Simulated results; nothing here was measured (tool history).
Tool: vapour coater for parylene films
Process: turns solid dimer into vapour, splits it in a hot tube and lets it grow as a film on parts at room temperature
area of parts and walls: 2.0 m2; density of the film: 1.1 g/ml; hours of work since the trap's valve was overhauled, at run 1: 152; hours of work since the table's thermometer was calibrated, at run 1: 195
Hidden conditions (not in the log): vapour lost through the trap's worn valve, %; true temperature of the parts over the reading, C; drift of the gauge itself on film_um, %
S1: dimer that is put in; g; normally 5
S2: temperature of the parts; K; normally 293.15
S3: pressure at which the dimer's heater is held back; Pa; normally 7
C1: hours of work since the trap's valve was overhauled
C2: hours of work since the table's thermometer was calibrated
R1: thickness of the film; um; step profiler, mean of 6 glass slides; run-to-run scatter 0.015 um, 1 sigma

run,hour,S1,S2,S3,C1,C2,R1
1,0.0,5,293.15,7,152,195,1.07
2,41.6,5,293.15,7,175,218,1.06
3,71.9,5,293.15,7,192,235,1.07
4,103.5,5,293.15,7,209,252,1.07
5,144.5,5,293.15,7,231,274,1.09
6,179.5,5,293.15,7,250,294,1.06
7,228.0,5,299.15,7,277,320,0.84
8,271.8,5,297.15,7,301,344,0.91
9,319.4,5,297.15,7,327,370,0.86
# hour 365.0: trap's valve overhauled
10,370.7,5,297.15,7,3,396,0.99
11,396.4,5,293.15,7,17,410,1.18
12,416.7,5,293.15,7,28,421,1.17

Forecast run 13:
13,452.0,5,293.15,7,48,440,?

R1: 1.13 um
With the hidden condition absent and the run-to-run variation left alone, this run would have shown R1 1.14 um.
